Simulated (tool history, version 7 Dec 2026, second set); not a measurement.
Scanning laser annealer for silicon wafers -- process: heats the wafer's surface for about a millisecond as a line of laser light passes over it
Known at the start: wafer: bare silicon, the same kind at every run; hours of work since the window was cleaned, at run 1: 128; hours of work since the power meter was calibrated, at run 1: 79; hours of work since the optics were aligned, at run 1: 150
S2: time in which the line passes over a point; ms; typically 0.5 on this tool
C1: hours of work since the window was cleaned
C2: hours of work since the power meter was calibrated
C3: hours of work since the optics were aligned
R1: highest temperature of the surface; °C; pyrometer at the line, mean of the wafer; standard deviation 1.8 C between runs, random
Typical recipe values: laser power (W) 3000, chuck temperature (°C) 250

run 1 day=0 | laser_power_(W)=3000 S2=0.5 chuck_temperature_(°C)=250 | C1=128 C2=79 C3=150 | R1=993
run 2 day=0.625 | laser_power_(W)=3000 S2=0.5 chuck_temperature_(°C)=250 | C1=138 C2=88 C3=160 | R1=991
run 3 day=1.25 | laser_power_(W)=3000 S2=0.5 chuck_temperature_(°C)=250 | C1=148 C2=98 C3=170 | R1=995
run 4 day=1.646 | laser_power_(W)=3000 S2=0.5 chuck_temperature_(°C)=250 | C1=154 C2=105 C3=176 | R1=994
run 5 day=2.383 | laser_power_(W)=3000 S2=0.5 chuck_temperature_(°C)=250 | C1=166 C2=116 C3=188 | R1=993
run 6 day=2.921 | laser_power_(W)=3000 S2=0.5 chuck_temperature_(°C)=226 | C1=174 C2=125 C3=196 | R1=965
run 7 day=3.442 | laser_power_(W)=3000 S2=0.5 chuck_temperature_(°C)=226 | C1=183 C2=133 C3=204 | R1=970
run 8 day=3.854 | laser_power_(W)=3000 S2=0.5 chuck_temperature_(°C)=226 | C1=189 C2=139 C3=211 | R1=963
run 9 day=4.238 | laser_power_(W)=2810 S2=0.585 chuck_temperature_(°C)=285 | C1=195 C2=145 C3=217 | R1=1024
run 10 day=4.758 | laser_power_(W)=2991 S2=0.585 chuck_temperature_(°C)=285 | C1=203 C2=153 C3=225 | R1=1080
run 11 day=5.196 | laser_power_(W)=2669 S2=0.513 chuck_temperature_(°C)=250 | C1=210 C2=160 C3=232 | R1=903
run 12 day=5.833 | laser_power_(W)=2762 S2=0.409 chuck_temperature_(°C)=250 | C1=220 C2=170 C3=242 | R1=863

Here are 3 independent what-if runs from the current tool condition. What would each one return?
run A day=6.383 | laser_power_(W)=2622 S2=0.5 chuck_temperature_(°C)=213 | C1=229 C2=179 C3=251 | R1=?
run B day=6.383 | laser_power_(W)=2762 S2=0.569 chuck_temperature_(°C)=250 | C1=229 C2=179 C3=251 | R1=?
run C day=6.383 | laser_power_(W)=2692 S2=0.485 chuck_temperature_(°C)=250 | C1=229 C2=179 C3=251 | R1=?

run=A R1=842
run=B R1=965
run=C R1=894
What these runs would have given with no unlogged condition in the tool:
run=A R1=843
run=B R1=965
run=C R1=894

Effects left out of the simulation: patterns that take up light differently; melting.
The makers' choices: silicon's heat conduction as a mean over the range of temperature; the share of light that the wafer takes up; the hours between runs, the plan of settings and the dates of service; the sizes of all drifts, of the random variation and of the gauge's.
